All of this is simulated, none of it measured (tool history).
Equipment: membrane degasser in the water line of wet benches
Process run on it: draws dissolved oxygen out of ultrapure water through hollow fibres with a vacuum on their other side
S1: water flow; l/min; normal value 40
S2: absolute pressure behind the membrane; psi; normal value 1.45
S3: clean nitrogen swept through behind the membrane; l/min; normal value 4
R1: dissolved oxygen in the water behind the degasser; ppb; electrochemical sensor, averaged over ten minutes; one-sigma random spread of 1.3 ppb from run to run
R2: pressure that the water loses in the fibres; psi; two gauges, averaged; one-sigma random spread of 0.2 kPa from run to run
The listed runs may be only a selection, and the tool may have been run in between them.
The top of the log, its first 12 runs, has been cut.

Run 13, hour 1683.5: usual settings. Result: R1 180.5 ppb, R2 6.564 psi.
Run 14, hour 1851.4: usual settings. Result: R1 180.7 ppb, R2 6.612 psi.
At hour 1982.5: vacuum gauge calibrated, once more.
Run 15, hour 2017.2: usual settings. Result: R1 174.7 ppb, R2 6.563 psi.
Run 16, hour 2179: usual settings. Result: R1 179.6 ppb, R2 6.638 psi.
Run 17, hour 2364.9: usual settings but S1 48 l/min, S2 0.91 psi, S3 2.34 l/min. Result: R1 169.2 ppb, R2 7.947 psi.
Run 18, hour 2529.1: usual settings but S1 25 l/min, S2 0.91 psi, S3 2.34 l/min. Result: R1 81.9 ppb, R2 4.138 psi.
Run 19, hour 2690.1: usual settings but S3 5.13 l/min. Result: R1 145.5 ppb, R2 6.576 psi.
Run 20, hour 2773.3: usual settings but S3 5.13 l/min. Result: R1 144.7 ppb, R2 6.64 psi.
Run 21, hour 2938.7: usual settings but S1 26 l/min, S2 1.13 psi, S3 6.13 l/min. Result: R1 53.3 ppb, R2 4.325 psi.
Run 22, hour 3033.7: usual settings but S1 26 l/min, S2 1.13 psi, S3 6.06 l/min. Result: R1 53 ppb, R2 4.292 psi.
Run 23, hour 3217: usual settings but S2 1.23 psi, S3 7.82 l/min. Result: R1 84.3 ppb, R2 6.609 psi.
Run 24, hour 3385.8: usual settings but S2 1.09 psi, S3 7.82 l/min. Result: R1 72.5 ppb, R2 6.634 psi.
Run 25, hour 3484.4: usual settings but S1 31 l/min, S2 1.29 psi, S3 5.96 l/min. Result: R1 80.3 ppb, R2 5.134 psi.
Run 26, hour 3651.5: usual settings but S2 2.77 psi, S3 1.66 l/min. Result: R1 794.3 ppb, R2 6.689 psi.
Run 27, hour 3735.2: usual settings but S2 2.77 psi, S3 1.66 l/min. Result: R1 795.3 ppb, R2 6.643 psi.
Run 28, hour 3826.6: usual settings but S1 28 l/min, S2 0.93 psi, S3 1.64 l/min. Result: R1 129.6 ppb, R2 4.619 psi.
Run 29, hour 3967.1: usual settings but S1 36 l/min, S2 1.7 psi, S3 3.65 l/min. Result: R1 210.8 ppb, R2 5.98 psi.
At hour 3989.2: seals of the vacuum lines changed.
Run 30, hour 4153.3: usual settings but S2 1.28 psi, S3 8.16 l/min. Result: R1 86.4 ppb, R2 6.688 psi.
Run 31, hour 4263.3: usual settings but S2 1.28 psi, S3 8.16 l/min. Result: R1 85.6 ppb, R2 6.693 psi.

Alternative continuations, all from the tool just after run 31; predict every row:
Run A, hour 4343.6: usual settings but S1 43 l/min, S2 1.71 psi, S3 2.77 l/min. Result: R1 ?, R2 ?.
Run B, hour 4343.6: usual settings but S2 1.87 psi, S3 8.84 l/min. Result: R1 ?, R2 ?.
Run C, hour 4343.6: usual settings but S1 46 l/min, S2 3.22 psi, S3 3.5 l/min. Result: R1 ?, R2 ?.
Run D, hour 4343.6: usual settings but S1 43 l/min, S2 1.28 psi, S3 2.89 l/min. Result: R1 ?, R2 ?.

run     R1     R2
  A  320.1    7.2
  B  126.5  6.622
  C  572.8  7.691
  D    209  7.198
What these runs would have given with no unlogged condition in the tool:
run     R1     R2
  A  313.5  6.918
  B  121.7  6.363
  C  565.8   7.39
  D  202.6  6.917
